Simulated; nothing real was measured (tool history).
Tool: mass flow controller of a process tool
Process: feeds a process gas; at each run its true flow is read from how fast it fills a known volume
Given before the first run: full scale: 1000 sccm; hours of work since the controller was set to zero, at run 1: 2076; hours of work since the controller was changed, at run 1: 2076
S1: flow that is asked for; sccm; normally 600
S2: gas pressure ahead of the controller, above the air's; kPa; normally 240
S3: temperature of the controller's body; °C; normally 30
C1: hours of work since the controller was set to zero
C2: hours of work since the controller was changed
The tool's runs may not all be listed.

run 1 hour=0 | S1=600 S2=240 S3=30 | C1=2076 C2=2076 | true_flow_(%)=100.39
run 2 hour=114.7 | S1=600 S2=240 S3=30 | C1=2161 C2=2161 | true_flow_(%)=100.31
run 3 hour=173.4 | S1=600 S2=240 S3=33 | C1=2204 C2=2204 | true_flow_(%)=100.7
run 4 hour=283.2 | S1=600 S2=240 S3=33 | C1=2285 C2=2285 | true_flow_(%)=100.72
run 5 hour=408.2 | S1=600 S2=240 S3=30 | C1=2377 C2=2377 | true_flow_(%)=100.23
run 6 hour=531 | S1=600 S2=240 S3=30 | C1=2468 C2=2468 | true_flow_(%)=100.4
run 7 hour=593.2 | S1=600 S2=240 S3=30 | C1=2514 C2=2514 | true_flow_(%)=100.2
run 8 hour=665 | S1=295 S2=240 S3=30 | C1=2567 C2=2567 | true_flow_(%)=100.09
run 9 hour=731.7 | S1=317 S2=240 S3=30 | C1=2616 C2=2616 | true_flow_(%)=99.94
run 10 hour=865.5 | S1=317 S2=240 S3=30 | C1=2715 C2=2715 | true_flow_(%)=100.09
run 11 hour=931.1 | S1=317 S2=240 S3=30 | C1=2764 C2=2764 | true_flow_(%)=100.02
run 12 hour=1000.6 | S1=317 S2=240 S3=30 | C1=2815 C2=2815 | true_flow_(%)=99.86
run 13 hour=1109.1 | S1=317 S2=240 S3=30 | C1=2895 C2=2895 | true_flow_(%)=99.95
run 14 hour=1194.7 | S1=317 S2=240 S3=30 | C1=2958 C2=2958 | true_flow_(%)=99.99
run 15 hour=1325.2 | S1=600 S2=240 S3=30 | C1=3055 C2=3055 | true_flow_(%)=100.06
run 16 hour=1453.7 | S1=600 S2=240 S3=30 | C1=3150 C2=3150 | true_flow_(%)=100.11
run 17 hour=1570.5 | S1=600 S2=261 S3=30 | C1=3236 C2=3236 | true_flow_(%)=100.18
run 18 hour=1644.1 | S1=600 S2=261 S3=30 | C1=3290 C2=3290 | true_flow_(%)=100.05
run 19 hour=1731.1 | S1=600 S2=261 S3=30 | C1=3354 C2=3354 | true_flow_(%)=100.13
run 20 hour=1787.7 | S1=182 S2=215 S3=21 | C1=3396 C2=3396 | true_flow_(%)=98.6
run 21 hour=1906.6 | S1=600 S2=240 S3=26 | C1=3484 C2=3484 | true_flow_(%)=99.43
run 22 hour=1978.9 | S1=600 S2=263 S3=27 | C1=3537 C2=3537 | true_flow_(%)=99.72
run 23 hour=2056.6 | S1=600 S2=263 S3=27 | C1=3595 C2=3595 | true_flow_(%)=99.82
run 24 hour=2179.6 | S1=600 S2=159 S3=39 | C1=3686 C2=3686 | true_flow_(%)=100.91
run 25 hour=2284.1 | S1=124 S2=171 S3=21 | C1=3763 C2=3763 | true_flow_(%)=98.37
run 26 hour=2365.1 | S1=124 S2=171 S3=21 | C1=3823 C2=3823 | true_flow_(%)=98.35
run 27 hour=2464.5 | S1=124 S2=171 S3=21 | C1=3896 C2=3896 | true_flow_(%)=98.24
run 28 hour=2552.2 | S1=124 S2=171 S3=21 | C1=3961 C2=3961 | true_flow_(%)=98.18
run 29 hour=2617.3 | S1=327 S2=171 S3=38 | C1=4009 C2=4009 | true_flow_(%)=100.5
run 30 hour=2723.2 | S1=250 S2=272 S3=24 | C1=4087 C2=4087 | true_flow_(%)=99.06
run 31 hour=2846.5 | S1=559 S2=236 S3=31 | C1=4178 C2=4178 | true_flow_(%)=99.83
run 32 hour=2964.9 | S1=559 S2=200 S3=34 | C1=4266 C2=4266 | true_flow_(%)=100.17
run 33 hour=3062.5 | S1=559 S2=200 S3=34 | C1=4338 C2=4338 | true_flow_(%)=100.15
-- hour=3075.2 gauge calibrated
run 34 hour=3135.7 | S1=213 S2=142 S3=34 | C1=4392 C2=4392 | true_flow_(%)=100.26
run 35 hour=3267.8 | S1=213 S2=142 S3=34 | C1=4490 C2=4490 | true_flow_(%)=100.29

For run 36, what comes out?
run 36 hour=3349 | S1=430 S2=240 S3=37 | C1=4549 C2=4549 | true_flow_(%)=?

true flow (%): 101.18
On a tool with no hidden condition, and with the same random variation, this run would have come out at true flow (%) 101.24.
